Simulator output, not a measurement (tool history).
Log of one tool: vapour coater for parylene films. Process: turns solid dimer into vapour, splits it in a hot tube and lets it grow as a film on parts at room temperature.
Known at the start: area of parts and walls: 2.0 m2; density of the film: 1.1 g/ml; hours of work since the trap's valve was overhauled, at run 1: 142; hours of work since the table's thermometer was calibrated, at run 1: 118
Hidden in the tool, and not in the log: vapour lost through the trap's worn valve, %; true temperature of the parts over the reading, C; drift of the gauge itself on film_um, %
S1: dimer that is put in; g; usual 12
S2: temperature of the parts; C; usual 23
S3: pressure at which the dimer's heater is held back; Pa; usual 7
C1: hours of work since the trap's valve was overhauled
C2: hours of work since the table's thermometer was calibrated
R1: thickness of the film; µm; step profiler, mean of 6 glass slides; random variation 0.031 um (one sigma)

{"run": 1, "hour": 0.0, "S1": 12, "S2": 23, "S3": 7, "C1": 142, "C2": 118, "R1": 2.93}
{"run": 2, "hour": 21.2, "S1": 12, "S2": 24, "S3": 7, "C1": 157, "C2": 133, "R1": 2.79}
{"run": 3, "hour": 38.0, "S1": 12, "S2": 24, "S3": 7, "C1": 168, "C2": 145, "R1": 2.85}
{"run": 4, "hour": 75.0, "S1": 12, "S2": 24, "S3": 7, "C1": 194, "C2": 170, "R1": 2.79}
{"run": 5, "hour": 112.6, "S1": 12, "S2": 24, "S3": 7, "C1": 220, "C2": 196, "R1": 2.75}
{"hour": 116.8, "done": "table's thermometer calibrated"}
{"run": 6, "hour": 149.2, "S1": 12, "S2": 29, "S3": 7, "C1": 244, "C2": 22, "R1": 2.51}
{"run": 7, "hour": 176.0, "S1": 12, "S2": 29, "S3": 7, "C1": 263, "C2": 41, "R1": 2.48}
{"run": 8, "hour": 198.5, "S1": 21, "S2": 23, "S3": 7, "C1": 279, "C2": 56, "R1": 4.84}
{"run": 9, "hour": 230.5, "S1": 6, "S2": 17, "S3": 2.39, "C1": 301, "C2": 79, "R1": 2}
{"run": 10, "hour": 246.6, "S1": 12, "S2": 23, "S3": 10.32, "C1": 312, "C2": 90, "R1": 2.52}
{"run": 11, "hour": 270.5, "S1": 12, "S2": 23, "S3": 4.27, "C1": 328, "C2": 106, "R1": 3.12}

Hidden state or all else? Some run-to-run changes of R1, split into what the settings, what came in and random variation would give without the hidden state, and what is left for the hidden state (with any gauge scatter that isn't in both results):
Run 7 -> 8: S1 12 -> 21, S2 29 -> 23. R1 +2.36 µm: hidden state -0.14, all else +2.5.
Run 8 -> 9: S1 21 -> 6, S2 23 -> 17, S3 7 -> 2.39. R1 -2.84 µm: hidden state +0.14, all else -2.98.
